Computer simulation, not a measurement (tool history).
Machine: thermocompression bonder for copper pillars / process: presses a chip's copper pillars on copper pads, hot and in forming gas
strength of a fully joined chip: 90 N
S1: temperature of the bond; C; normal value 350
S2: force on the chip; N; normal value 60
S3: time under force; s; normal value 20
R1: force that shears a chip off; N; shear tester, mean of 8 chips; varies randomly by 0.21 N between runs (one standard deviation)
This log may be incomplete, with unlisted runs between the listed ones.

run 1 hour=0 | S1=350 S2=60 S3=20 | R1=42.9
run 2 hour=8.5 | S1=355 S2=60 S3=20 | R1=45.6
run 3 hour=25.4 | S1=355 S2=60 S3=20 | R1=45.5
run 4 hour=43.3 | S1=355 S2=60 S3=20 | R1=45.1
run 5 hour=55.8 | S1=350 S2=60 S3=20 | R1=42.7
run 6 hour=73.5 | S1=350 S2=76 S3=20 | R1=47.8
run 7 hour=81.4 | S1=350 S2=76 S3=20 | R1=47.9
run 8 hour=98.8 | S1=350 S2=76 S3=20 | R1=48.7
run 9 hour=108.2 | S1=350 S2=60 S3=42 | R1=53.6
run 10 hour=117 | S1=350 S2=60 S3=42 | R1=53.6
run 11 hour=127.6 | S1=350 S2=60 S3=20 | R1=42.3
run 12 hour=137.2 | S1=350 S2=56 S3=20 | R1=40.5

Expected results for the next run?
run 13 hour=147.9 | S1=350 S2=56 S3=20 | R1=?

Run 13 gave R1 40.3 N.
Take away the tool's hidden state, keep the run-to-run variation as it was, and the same run would have given R1 43.2 N.
